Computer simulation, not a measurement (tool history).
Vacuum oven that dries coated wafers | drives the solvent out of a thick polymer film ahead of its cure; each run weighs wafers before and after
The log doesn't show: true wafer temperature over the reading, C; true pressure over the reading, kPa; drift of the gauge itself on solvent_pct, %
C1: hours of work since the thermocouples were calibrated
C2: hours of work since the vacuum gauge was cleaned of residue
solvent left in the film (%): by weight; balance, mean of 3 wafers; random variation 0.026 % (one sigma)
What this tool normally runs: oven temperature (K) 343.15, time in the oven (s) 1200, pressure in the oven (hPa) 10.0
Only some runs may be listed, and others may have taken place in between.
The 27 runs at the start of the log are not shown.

Run 28, day 14.371: usual settings but oven temperature (K) 330.15, time in the oven (s) 1620, pressure in the oven (hPa) 13.2; C1 1044; C2 350. Result: solvent left in the film (%) 3.98.
Run 29, day 14.792: usual settings but oven temperature (K) 353.15, time in the oven (s) 2160; C1 1048; C2 354. Result: solvent left in the film (%) 0.49.
Run 30, day 15.225: usual settings but oven temperature (K) 340.15, time in the oven (s) 1860; C1 1052; C2 358. Result: solvent left in the film (%) 1.11.
Run 31, day 15.638: usual settings but oven temperature (K) 340.15, time in the oven (s) 1860; C1 1056; C2 362. Result: solvent left in the film (%) 1.08.
Run 32, day 16.054: usual settings but time in the oven (s) 720; C1 1060; C2 366. Result: solvent left in the film (%) 2.62.
Run 33, day 16.475: usual settings but time in the oven (s) 1380, pressure in the oven (hPa) 5.3; C1 1064; C2 370. Result: solvent left in the film (%) 0.79.
Run 34, day 16.925: usual settings but time in the oven (s) 1380, pressure in the oven (hPa) 5.3; C1 1069; C2 374. Result: solvent left in the film (%) 0.78.
Run 35, day 17.279: usual settings but time in the oven (s) 1380, pressure in the oven (hPa) 5.3; C1 1072; C2 378. Result: solvent left in the film (%) 0.75.
Run 36, day 17.579: usual settings but oven temperature (K) 342.15, time in the oven (s) 660, pressure in the oven (hPa) 19.7; C1 1075; C2 381. Result: solvent left in the film (%) 3.84.
Run 37, day 18.292: usual settings but oven temperature (K) 342.15, time in the oven (s) 660, pressure in the oven (hPa) 19.7; C1 1082; C2 388. Result: solvent left in the film (%) 3.93.
Run 38, day 19.025: usual settings but oven temperature (K) 351.15, time in the oven (s) 1560, pressure in the oven (hPa) 23.7; C1 1089; C2 395. Result: solvent left in the film (%) 1.35.
Run 39, day 19.667: usual settings but oven temperature (K) 356.15, time in the oven (s) 960, pressure in the oven (hPa) 28.3; C1 1095; C2 401. Result: solvent left in the film (%) 1.32.
Run 40, day 19.962: usual settings but oven temperature (K) 354.15, time in the oven (s) 600, pressure in the oven (hPa) 35.0; C1 1098; C2 404. Result: solvent left in the film (%) 2.21.
Run 41, day 20.688: usual settings but time in the oven (s) 1380, pressure in the oven (hPa) 6.0; C1 1105; C2 411. Result: solvent left in the film (%) 0.82.
Run 42, day 21.267: usual settings but pressure in the oven (hPa) 5.1; C1 1111; C2 416. Result: solvent left in the film (%) 1.01.
Run 43, day 21.867: usual settings but oven temperature (K) 329.15, time in the oven (s) 1620, pressure in the oven (hPa) 7.6; C1 1117; C2 422. Result: solvent left in the film (%) 3.66.
Run 44, day 22.458: usual settings but oven temperature (K) 336.15, time in the oven (s) 1860; C1 1122; C2 428. Result: solvent left in the film (%) 1.68.
Run 45, day 23.046: usual settings but oven temperature (K) 331.15, time in the oven (s) 780, pressure in the oven (hPa) 5.7; C1 1128; C2 434. Result: solvent left in the film (%) 5.69.
Run 46, day 23.342: usual settings but oven temperature (K) 331.15, time in the oven (s) 780, pressure in the oven (hPa) 5.7; C1 1131; C2 437. Result: solvent left in the film (%) 5.72.
Run 47, day 23.792: usual settings but time in the oven (s) 840, pressure in the oven (hPa) 10.3; C1 1135; C2 441. Result: solvent left in the film (%) 2.16.
Run 48, day 24.321: usual settings but oven temperature (K) 352.15, time in the oven (s) 2040, pressure in the oven (hPa) 29.4; C1 1140; C2 446. Result: solvent left in the film (%) 1.57.

Here are 3 independent what-if runs from the current tool condition. What would each one return?
Run A, day 25.017: usual settings but oven temperature (K) 341.15, time in the oven (s) 2040; C1 1147; C2 453. Result: solvent left in the film (%) ?.
Run B, day 25.017: usual settings but oven temperature (K) 344.15, time in the oven (s) 780, pressure in the oven (hPa) 6.3; C1 1147; C2 453. Result: solvent left in the film (%) ?.
Run C, day 25.017: usual settings but oven temperature (K) 339.15, time in the oven (s) 2040, pressure in the oven (hPa) 29.4; C1 1147; C2 453. Result: solvent left in the film (%) ?.

run  solvent left in the film (%)
  A                          0.97
  B                          1.92
  C                          2.85
Take away the tool's hidden state, keep each run's random variation, and the runs would have read:
run  solvent left in the film (%)
  A                          0.97
  B                          1.93
  C                          2.86
